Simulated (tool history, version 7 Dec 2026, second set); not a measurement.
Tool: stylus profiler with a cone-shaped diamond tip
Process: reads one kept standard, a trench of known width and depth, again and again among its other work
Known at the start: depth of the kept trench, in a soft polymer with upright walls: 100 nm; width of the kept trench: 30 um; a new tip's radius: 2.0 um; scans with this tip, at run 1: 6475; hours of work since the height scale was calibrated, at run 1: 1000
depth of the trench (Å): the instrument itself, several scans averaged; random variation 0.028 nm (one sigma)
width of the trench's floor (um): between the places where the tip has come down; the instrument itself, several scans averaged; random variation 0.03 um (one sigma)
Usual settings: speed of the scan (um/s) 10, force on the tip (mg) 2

| run | hour | speed of the scan (um/s) | force on the tip (mg) | scans with this tip | hours of work since the height scale was calibrated | depth of the trench (Å) | width of the trench's floor (um) |
|---|---|---|---|---|---|---|---|
| 1 | 0 | 10 | 2 | 6475 | 1000 | 1011.6 | 28.04 |
| 2 | 8.2 | 10 | 2 | 6515 | 1006 | 1011.5 | 28.01 |
| 3 | 20.1 | 10 | 2 | 6574 | 1016 | 1011.7 | 28.04 |
| 4 | 26.7 | 10 | 2 | 6607 | 1021 | 1011.7 | 28.08 |
| 5 | 39.3 | 10 | 2 | 6670 | 1030 | 1011.9 | 28.02 |
| 6 | 46.7 | 10 | 2 | 6706 | 1036 | 1011.9 | 28.02 |
| 7 | 59.4 | 10 | 2 | 6769 | 1046 | 1011.4 | 28.01 |
| 8 | 67.5 | 10 | 2 | 6810 | 1052 | 1012.2 | 27.99 |
| 9 | 81.4 | 4 | 2 | 6879 | 1063 | 1011.8 | 28.05 |
| 10 | 91.6 | 11 | 2 | 6929 | 1070 | 1011.6 | 28.01 |
| 11 | 103.1 | 11 | 2 | 6986 | 1079 | 1012.1 | 27.93 |
| 12 | 109.4 | 11 | 2 | 7017 | 1084 | 1012.6 | 28.02 |
| 13 | 119.6 | 3 | 1.9 | 7068 | 1092 | 1011.8 | 28.02 |
|  | 121.1 | height scale calibrated on a step standard |
| 14 | 128.4 | 9 | 5.17 | 7109 | 6 | 1020.9 | 28.02 |
| 15 | 139.9 | 4 | 1.84 | 7167 | 14 | 1012.7 | 28.02 |
|  | 149 | height scale calibrated on a step standard, once more |
| 16 | 149.4 | 4 | 1.84 | 7211 | 0 | 1008.6 | 28 |
| 17 | 156 | 4 | 1.74 | 7244 | 5 | 1008.3 | 27.99 |
| 18 | 164.9 | 3 | 0.87 | 7288 | 12 | 1006 | 28.01 |
| 19 | 175.9 | 5 | 0.85 | 7342 | 21 | 1005.8 | 27.98 |
| 20 | 182.7 | 15 | 1.41 | 7376 | 26 | 1007.6 | 27.95 |

Forecast each of these 3 alternatives for the next run:
| A | 194.8 | 24 | 3.08 | 7436 | 35 | ? | ? |
| B | 194.8 | 5 | 1.27 | 7436 | 35 | ? | ? |
| C | 194.8 | 11 | 1.71 | 7436 | 35 | ? | ? |

| run | depth of the trench (Å) | width of the trench's floor (um) |
|---|---|---|
| A | 1012.5 | 27.96 |
| B | 1007.6 | 27.97 |
| C | 1008.2 | 27.88 |
Without the tool's hidden state the same runs would have given:
| run | depth of the trench (Å) | width of the trench's floor (um) |
|---|---|---|
| A | 1012 | 28.72 |
| B | 1007.1 | 28.73 |
| C | 1007.7 | 28.64 |

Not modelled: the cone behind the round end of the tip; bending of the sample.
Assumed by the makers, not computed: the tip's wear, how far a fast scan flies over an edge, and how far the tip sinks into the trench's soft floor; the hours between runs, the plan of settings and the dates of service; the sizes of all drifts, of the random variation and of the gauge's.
